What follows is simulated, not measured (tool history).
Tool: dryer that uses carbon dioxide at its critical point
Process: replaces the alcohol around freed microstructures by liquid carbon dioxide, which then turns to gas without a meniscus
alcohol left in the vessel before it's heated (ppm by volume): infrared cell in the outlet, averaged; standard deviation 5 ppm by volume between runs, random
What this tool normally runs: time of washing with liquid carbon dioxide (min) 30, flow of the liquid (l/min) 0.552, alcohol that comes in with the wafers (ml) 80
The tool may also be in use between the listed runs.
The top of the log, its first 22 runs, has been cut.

run,day,time of washing with liquid carbon dioxide (min),flow of the liquid (l/min),alcohol that comes in with the wafers (ml),alcohol left in the vessel before it's heated (ppm by volume)
23,16.167,30,0.552,80,152
24,16.717,30,0.453,39,176
25,17.525,35,0.791,58,148
26,18.475,46,0.552,24,137
27,19.392,41,0.552,39,141
28,19.917,31,0.428,70,230
29,20.596,31,0.428,70,226
30,21.454,42,0.428,57,140
31,22.154,45,0.552,42,150
32,23.033,45,0.552,42,158
33,23.708,45,0.552,42,151

The next listed run, before its measurement:
34,24.317,28,0.512,66,?

alcohol left in the vessel before it's heated (ppm by volume): 208
On a tool with no hidden condition, and with the same random variation, this run would have come out at alcohol left in the vessel before it's heated (ppm by volume) 49.

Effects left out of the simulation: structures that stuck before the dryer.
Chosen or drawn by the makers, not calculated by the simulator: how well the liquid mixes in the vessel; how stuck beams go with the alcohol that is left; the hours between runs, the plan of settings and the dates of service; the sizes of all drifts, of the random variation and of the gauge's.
